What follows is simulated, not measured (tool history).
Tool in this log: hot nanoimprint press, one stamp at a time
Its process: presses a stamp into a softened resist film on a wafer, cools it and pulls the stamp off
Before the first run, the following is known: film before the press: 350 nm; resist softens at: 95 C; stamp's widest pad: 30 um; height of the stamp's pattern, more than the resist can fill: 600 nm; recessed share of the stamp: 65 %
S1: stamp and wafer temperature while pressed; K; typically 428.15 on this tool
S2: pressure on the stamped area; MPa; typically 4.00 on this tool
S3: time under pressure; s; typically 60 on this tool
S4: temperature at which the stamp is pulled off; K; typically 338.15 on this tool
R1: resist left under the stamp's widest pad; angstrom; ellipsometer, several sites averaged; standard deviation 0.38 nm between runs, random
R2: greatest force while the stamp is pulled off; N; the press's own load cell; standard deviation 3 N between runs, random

run	day	S1	S2	S3	S4	R1	R2
1	0.000	428.15	4.00	60	338.15	1327	200
2	0.542	428.15	4.00	60	338.15	1318	199
3	1.217	424.15	4.00	60	338.15	1753	206
4	2.517	424.15	4.00	60	338.15	1748	201
5	3.688	424.15	4.00	60	338.15	1753	220
# day 4.421: plate thermocouple calibrated
6	4.900	428.15	4.00	60	338.15	1304	216
7	5.579	428.15	4.00	60	340.15	1307	219
8	6.508	428.15	2.82	60	340.15	1528	209
9	7.750	428.15	4.00	60	338.15	1306	224
10	8.421	428.15	2.92	60	338.15	1501	237
11	9.383	428.15	2.92	60	338.15	1498	237
12	10.221	428.15	4.00	60	338.15	1320	251
13	11.354	428.15	4.00	60	338.15	1314	249
14	11.929	428.15	4.00	60	333.15	1316	262
15	12.496	428.15	4.00	60	333.15	1319	267
16	13.483	428.15	4.00	60	339.15	1318	256
17	14.754	436.15	3.08	93	340.15	706	254
18	15.958	439.15	3.48	67	340.15	637	261
# day 16.562: stamp cleaned and given a new release coat
19	16.829	417.15	6.03	37	341.15	2636	143
20	17.433	417.15	6.03	37	341.15	2647	141
21	18.271	420.15	4.00	60	342.15	2248	144
22	19.200	420.15	4.00	60	342.15	2245	140
23	20.354	428.15	3.51	60	338.15	1410	161
24	21.425	439.15	4.42	60	338.15	602	161
25	22.717	439.15	4.42	60	338.15	600	165
26	23.575	440.15	5.97	73	336.15	445	190
27	24.488	428.15	5.26	60	337.15	1190	179
28	25.696	428.15	4.86	60	327.15	1231	211
29	26.438	436.15	5.81	39	326.15	793	216
30	27.021	419.15	3.42	39	338.15	2754	189

Each row is a separate what-if for the run after 30, all from the same tool condition, not one after another. Results?
A	27.567	436.15	5.54	60	338.15	?	?
B	27.567	428.15	4.00	96	332.15	?	?
C	27.567	439.15	4.00	60	324.15	?	?

run	R1	R2
A	663	190
B	1102	210
C	635	222
Stripped of hidden state, with their random variation kept, the same runs would have yielded:
run	R1	R2
A	640	145
B	1065	160
C	615	169
